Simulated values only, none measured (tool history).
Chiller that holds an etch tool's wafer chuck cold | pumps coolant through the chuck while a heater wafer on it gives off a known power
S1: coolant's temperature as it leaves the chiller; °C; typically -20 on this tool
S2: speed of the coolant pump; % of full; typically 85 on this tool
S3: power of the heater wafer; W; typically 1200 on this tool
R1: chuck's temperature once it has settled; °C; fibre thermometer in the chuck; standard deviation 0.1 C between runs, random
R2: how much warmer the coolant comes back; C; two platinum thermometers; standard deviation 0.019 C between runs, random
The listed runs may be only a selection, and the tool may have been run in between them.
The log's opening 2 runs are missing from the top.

run	hour	S1	S2	S3	R1	R2
3	70.3	-20	85	1200	-8.4	2.85
4	98.7	-20	85	1200	-8.3	2.91
5	126.2	-22	85	1200	-10.4	2.9
6	145.1	-20	85	1200	-8.3	2.89
7	181.4	-20	85	889	-11.2	2.12
8	213.3	-20	97	889	-11.7	1.84
9	241	-20	97	889	-11.6	1.86
10	266.8	-20	97	889	-11.7	1.87
11	286.1	-20	97	889	-11.8	1.88
12	317.8	-20	85	1200	-8.1	2.88
13	356.4	-20	73	1200	-7.2	3.4
14	388.5	-19	85	1200	-7.2	2.9
15	409.3	-19	85	1200	-7.1	2.9
16	435.4	-19	85	1200	-7.1	2.84
17	452.1	-27	71	1249	-13.4	3.64
18	475.4	-15	85	1200	-3.1	2.91
19	511.3	-15	85	1200	-3.2	2.91

Run 20 has not been measured yet. What should we expect?
20	546.6	-21	70	844	?	?

Run 20 yielded R1 -11.6 °C, R2 2.5 C.
Take away the tool's hidden state, keep the run-to-run variation as it was, and the same run would have given R1 -12.6 °C, R2 2.39 C.
